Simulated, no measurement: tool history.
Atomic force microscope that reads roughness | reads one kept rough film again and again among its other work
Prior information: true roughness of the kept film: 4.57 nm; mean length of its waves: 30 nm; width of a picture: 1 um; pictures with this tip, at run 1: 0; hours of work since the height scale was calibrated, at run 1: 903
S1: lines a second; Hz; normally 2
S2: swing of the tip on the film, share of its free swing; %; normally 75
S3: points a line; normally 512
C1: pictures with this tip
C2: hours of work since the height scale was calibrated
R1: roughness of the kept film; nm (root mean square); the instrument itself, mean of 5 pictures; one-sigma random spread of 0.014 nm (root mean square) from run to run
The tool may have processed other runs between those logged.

run,hour,S1,S2,S3,C1,C2,R1
1,0,2,75,512,0,903,3.476
2,49,2,75,512,77,935,3.042
3,98.9,2,75,512,155,969,2.717
4,138.2,2,75,512,217,995,2.509
# hour 157.9: new tip fitted
5,172,2,75,512,22,1017,3.365
6,220.9,2,75,512,99,1049,3.007
7,241.8,2,75,512,132,1063,2.826
8,285.8,2,75,512,201,1092,2.595
# hour 318.4: new tip fitted
9,318.4,2,75,317,0,1113,3.429
10,363.2,2,75,317,70,1143,3.055
11,394.9,2,75,317,120,1164,2.843
12,426.9,2,75,317,170,1185,2.665
13,464.1,2,75,317,229,1210,2.451
# hour 475.5: new tip fitted
14,494.1,2,78,512,29,1230,3.215
15,521.1,2,78,512,71,1248,2.966
16,552.7,2,75,512,121,1268,2.825
17,592.3,2,75,512,183,1295,2.626
18,627.5,2,75,512,238,1318,2.44
# hour 635.1: new tip fitted
19,662.5,2,78,512,43,1341,3.172
20,694.8,2,78,512,94,1362,2.978
21,727.3,2,78,512,145,1384,2.718
22,748.3,2,78,512,178,1398,2.638
23,781.5,2,75,282,230,1420,2.501
# hour 792.5: new tip fitted
24,804.9,2,75,282,20,1435,3.318
25,828.5,2,75,512,57,1451,3.15
26,856.1,2,75,512,100,1469,2.936
27,897,2,75,512,164,1496,2.694
28,925.1,0.9,82,303,208,1515,2.641
# hour 949.4: new tip fitted
29,973.4,0.9,82,303,37,1547,3.411
30,1010.9,0.9,82,303,96,1571,3.085
31,1040.9,2,80,714,143,1591,2.679
32,1075.1,2,62,512,197,1614,2.766
# hour 1106.8: new tip fitted
33,1119.3,2,75,468,19,1643,3.371
34,1155.9,3.75,79,512,77,1667,2.62
35,1201.4,3.75,79,512,148,1697,2.386
36,1235.8,3.75,79,512,202,1720,2.206
37,1262,3.43,60,346,243,1738,2.532
# hour 1267: new tip fitted
38,1295.2,3.43,60,346,45,1759,3.35
39,1339.7,1.8,57,329,114,1789,3.181
40,1375.6,2.36,80,554,171,1813,2.488
41,1396.8,2.36,80,554,204,1827,2.402
# hour 1427.3: new tip fitted
42,1441.9,0.77,57,688,23,1856,3.779
43,1488.6,2,86,607,96,1887,2.75
44,1513.4,2,86,607,135,1904,2.586
45,1551.8,2,86,607,195,1929,2.386
# hour 1584.1: new tip fitted
46,1596.5,2,86,607,20,1958,3.117
47,1619.9,1.44,83,347,56,1974,3.168
48,1640.3,2.5,61,370,88,1987,3.216
49,1683,2.5,61,370,155,2016,2.919
50,1715.2,2.5,61,370,206,2037,2.699
# hour 1742.2: new tip fitted
51,1743.9,1.43,78,664,3,2056,3.578
52,1791.5,1.43,78,664,78,2087,3.143

4 options for the next run, each taken on its own from the tool as it stands now. Forecast them:
A,1833.3,3.1,89,258,143,2115,?
B,1833.3,1.19,75,316,143,2115,?
C,1833.3,1.43,73,619,143,2115,?
D,1833.3,2.35,78,664,143,2115,?

run,R1
A,2.185
B,2.948
C,2.956
D,2.689
Without the tool's unlogged condition, the same runs would have read:
run,R1
A,2.691
B,3.631
C,3.641
D,3.313

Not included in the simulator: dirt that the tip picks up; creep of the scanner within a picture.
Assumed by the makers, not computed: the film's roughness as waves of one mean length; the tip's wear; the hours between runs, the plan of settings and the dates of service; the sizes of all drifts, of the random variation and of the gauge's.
